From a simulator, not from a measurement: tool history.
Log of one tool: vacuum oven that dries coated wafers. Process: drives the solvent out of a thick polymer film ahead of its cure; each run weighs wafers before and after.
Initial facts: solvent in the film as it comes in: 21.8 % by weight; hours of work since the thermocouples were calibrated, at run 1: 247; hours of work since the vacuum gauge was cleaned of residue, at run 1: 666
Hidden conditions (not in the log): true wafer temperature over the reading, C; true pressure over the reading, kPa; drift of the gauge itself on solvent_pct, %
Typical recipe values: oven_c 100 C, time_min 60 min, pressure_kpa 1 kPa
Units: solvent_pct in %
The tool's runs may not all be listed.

run	day	oven_c	time_min	pressure_kpa	hours of work since the thermocouples were calibrated	hours of work since the vacuum gauge was cleaned of residue	solvent_pct
1	0	100	60	1	247	666	2.15
2	2.425	100	60	2.03	291	710	3.55
3	7.279	100	106	1	378	797	1.71
4	10.508	100	42	1	435	854	3.14
5	16.012	100	42	1	534	953	3.14
6	19.471	100	60	0.68	596	1015	1.81
7	22.146	100	50	1	643	1062	2.65
8	25.767	88	60	1	708	1127	5.78
9	29.612	100	60	3.16	777	1196	5.09
10	32.775	100	60	2.01	833	1253	3.65
11	36.762	100	60	2.01	905	1324	3.74
12	40.804	112	60	1	977	1396	1.28
13	43.271	112	60	1	1021	1440	1.26
14	46.938	100	60	1	1087	1506	2.43
# day 47.275: vacuum gauge cleaned of residue and calibrated
15	52.262	100	34	1	1181	89	4.4
16	55.775	100	34	1	1244	152	4.44
# day 59.488: oven's thermocouples calibrated
17	60.412	100	34	1.18	17	233	5.2
18	62.667	100	34	1.18	57	274	5.2
19	66.304	100	34	1.18	122	339	5.16
20	68.9	103	47	0.66	168	385	2.66
21	72.846	113	36	1.02	239	456	1.95
# day 75.283: vacuum gauge cleaned of residue and calibrated, once more
22	75.642	103	88	1	288	6	1.25
23	80.05	103	51	2.53	367	85	3.6
24	82.746	103	42	0.55	415	134	1.74
25	85.079	103	42	0.55	457	175	1.73
26	90.333	91	36	1.69	550	269	7.76
27	93.417	91	53	0.58	606	324	4.08
28	96.904	115	44	0.5	668	387	0.56
29	101.746	112	71	1.5	755	473	1.53

Forecast each of these 3 alternatives for the next run:
A	104.271	114	60	1.35	800	518	?
B	104.271	110	96	0.85	800	518	?
C	104.271	100	50	1	800	518	?

run	solvent_pct
A	1.19
B	0.9
C	2.36
Take away the tool's hidden state, keep each run's random variation, and the runs would have read:
run	solvent_pct
A	1.09
B	0.76
C	2.33

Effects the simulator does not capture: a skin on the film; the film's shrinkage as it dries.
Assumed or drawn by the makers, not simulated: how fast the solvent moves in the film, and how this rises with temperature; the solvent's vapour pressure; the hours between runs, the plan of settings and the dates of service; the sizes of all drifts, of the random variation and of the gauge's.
